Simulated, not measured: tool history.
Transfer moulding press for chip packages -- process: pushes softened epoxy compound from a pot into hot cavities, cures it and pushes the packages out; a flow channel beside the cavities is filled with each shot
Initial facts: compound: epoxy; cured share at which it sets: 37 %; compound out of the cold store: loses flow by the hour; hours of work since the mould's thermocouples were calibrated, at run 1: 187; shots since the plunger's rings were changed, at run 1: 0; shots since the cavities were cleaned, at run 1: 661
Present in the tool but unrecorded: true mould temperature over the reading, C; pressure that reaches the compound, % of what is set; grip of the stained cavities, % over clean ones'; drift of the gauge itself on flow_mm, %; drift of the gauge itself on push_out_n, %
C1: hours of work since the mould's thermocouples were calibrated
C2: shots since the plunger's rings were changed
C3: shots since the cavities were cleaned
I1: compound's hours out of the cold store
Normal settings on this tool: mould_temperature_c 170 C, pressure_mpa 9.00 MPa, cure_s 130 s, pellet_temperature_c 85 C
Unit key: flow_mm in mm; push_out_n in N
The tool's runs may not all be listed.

{"run": 1, "hour": 0.0, "mould_temperature_c": 170, "pressure_mpa": 9.0, "cure_s": 130, "pellet_temperature_c": 85, "C1": 187, "C2": 0, "C3": 661, "I1": 37.0, "flow_mm": 708, "push_out_n": 299}
{"run": 2, "hour": 20.3, "mould_temperature_c": 170, "pressure_mpa": 9.0, "cure_s": 161, "pellet_temperature_c": 85, "C1": 196, "C2": 122, "C3": 783, "I1": 36.7, "flow_mm": 711, "push_out_n": 292}
{"hour": 60.3, "done": "cavities cleaned with cleaning compound and waxed"}
{"run": 3, "hour": 62.0, "mould_temperature_c": 170, "pressure_mpa": 9.0, "cure_s": 161, "pellet_temperature_c": 85, "C1": 213, "C2": 364, "C3": 10, "I1": 28.4, "flow_mm": 730, "push_out_n": 361}
{"run": 4, "hour": 82.8, "mould_temperature_c": 170, "pressure_mpa": 9.0, "cure_s": 161, "pellet_temperature_c": 85, "C1": 222, "C2": 490, "C3": 136, "I1": 40.1, "flow_mm": 698, "push_out_n": 359}
{"run": 5, "hour": 115.1, "mould_temperature_c": 170, "pressure_mpa": 9.0, "cure_s": 161, "pellet_temperature_c": 85, "C1": 237, "C2": 685, "C3": 331, "I1": 11.8, "flow_mm": 789, "push_out_n": 359}
{"run": 6, "hour": 148.8, "mould_temperature_c": 170, "pressure_mpa": 9.0, "cure_s": 130, "pellet_temperature_c": 85, "C1": 251, "C2": 887, "C3": 533, "I1": 36.8, "flow_mm": 708, "push_out_n": 363}
{"hour": 191.0, "done": "cavities cleaned with cleaning compound and waxed, once more"}
{"run": 7, "hour": 191.7, "mould_temperature_c": 170, "pressure_mpa": 9.0, "cure_s": 130, "pellet_temperature_c": 85, "C1": 270, "C2": 1137, "C3": 4, "I1": 36.3, "flow_mm": 702, "push_out_n": 216}
{"run": 8, "hour": 230.4, "mould_temperature_c": 170, "pressure_mpa": 9.0, "cure_s": 134, "pellet_temperature_c": 85, "C1": 287, "C2": 1370, "C3": 237, "I1": 23.0, "flow_mm": 744, "push_out_n": 256}
{"run": 9, "hour": 269.5, "mould_temperature_c": 170, "pressure_mpa": 7.84, "cure_s": 130, "pellet_temperature_c": 85, "C1": 304, "C2": 1606, "C3": 473, "I1": 14.9, "flow_mm": 712, "push_out_n": 291}
{"run": 10, "hour": 306.0, "mould_temperature_c": 170, "pressure_mpa": 7.84, "cure_s": 130, "pellet_temperature_c": 85, "C1": 320, "C2": 1826, "C3": 693, "I1": 10.9, "flow_mm": 723, "push_out_n": 315}
{"run": 11, "hour": 352.3, "mould_temperature_c": 170, "pressure_mpa": 7.86, "cure_s": 169, "pellet_temperature_c": 85, "C1": 340, "C2": 2105, "C3": 972, "I1": 44.1, "flow_mm": 630, "push_out_n": 299}
{"hour": 361.7, "done": "cavities cleaned with cleaning compound and waxed"}
{"run": 12, "hour": 395.5, "mould_temperature_c": 170, "pressure_mpa": 7.86, "cure_s": 169, "pellet_temperature_c": 85, "C1": 358, "C2": 2356, "C3": 204, "I1": 10.8, "flow_mm": 717, "push_out_n": 230}
{"run": 13, "hour": 438.2, "mould_temperature_c": 170, "pressure_mpa": 7.86, "cure_s": 169, "pellet_temperature_c": 85, "C1": 377, "C2": 2614, "C3": 462, "I1": 10.7, "flow_mm": 716, "push_out_n": 257}
{"run": 14, "hour": 471.5, "mould_temperature_c": 170, "pressure_mpa": 7.86, "cure_s": 169, "pellet_temperature_c": 85, "C1": 392, "C2": 2815, "C3": 663, "I1": 47.3, "flow_mm": 611, "push_out_n": 284}
{"run": 15, "hour": 517.4, "mould_temperature_c": 164, "pressure_mpa": 8.65, "cure_s": 159, "pellet_temperature_c": 85, "C1": 412, "C2": 3091, "C3": 939, "I1": 13.5, "flow_mm": 766, "push_out_n": 331}
{"hour": 532.0, "done": "cavities cleaned with cleaning compound and waxed"}
{"run": 16, "hour": 541.8, "mould_temperature_c": 164, "pressure_mpa": 8.65, "cure_s": 159, "pellet_temperature_c": 85, "C1": 422, "C2": 3229, "C3": 59, "I1": 42.7, "flow_mm": 678, "push_out_n": 229}
{"run": 17, "hour": 590.1, "mould_temperature_c": 170, "pressure_mpa": 7.34, "cure_s": 169, "pellet_temperature_c": 85, "C1": 443, "C2": 3520, "C3": 350, "I1": 35.7, "flow_mm": 616, "push_out_n": 244}
{"run": 18, "hour": 630.2, "mould_temperature_c": 170, "pressure_mpa": 10.07, "cure_s": 169, "pellet_temperature_c": 80, "C1": 461, "C2": 3762, "C3": 592, "I1": 33.0, "flow_mm": 734, "push_out_n": 274}

Expected results for the next run?
{"run": 19, "hour": 658.7, "mould_temperature_c": 170, "pressure_mpa": 10.07, "cure_s": 169, "pellet_temperature_c": 80, "C1": 473, "C2": 3934, "C3": 764, "I1": 44.3, "flow_mm": "?", "push_out_n": "?"}

Logged for run 19: flow_mm 694 mm, push_out_n 277 N.
With the hidden condition absent and the run-to-run variation left alone, this run would have shown flow_mm 725 mm, push_out_n 194 N.
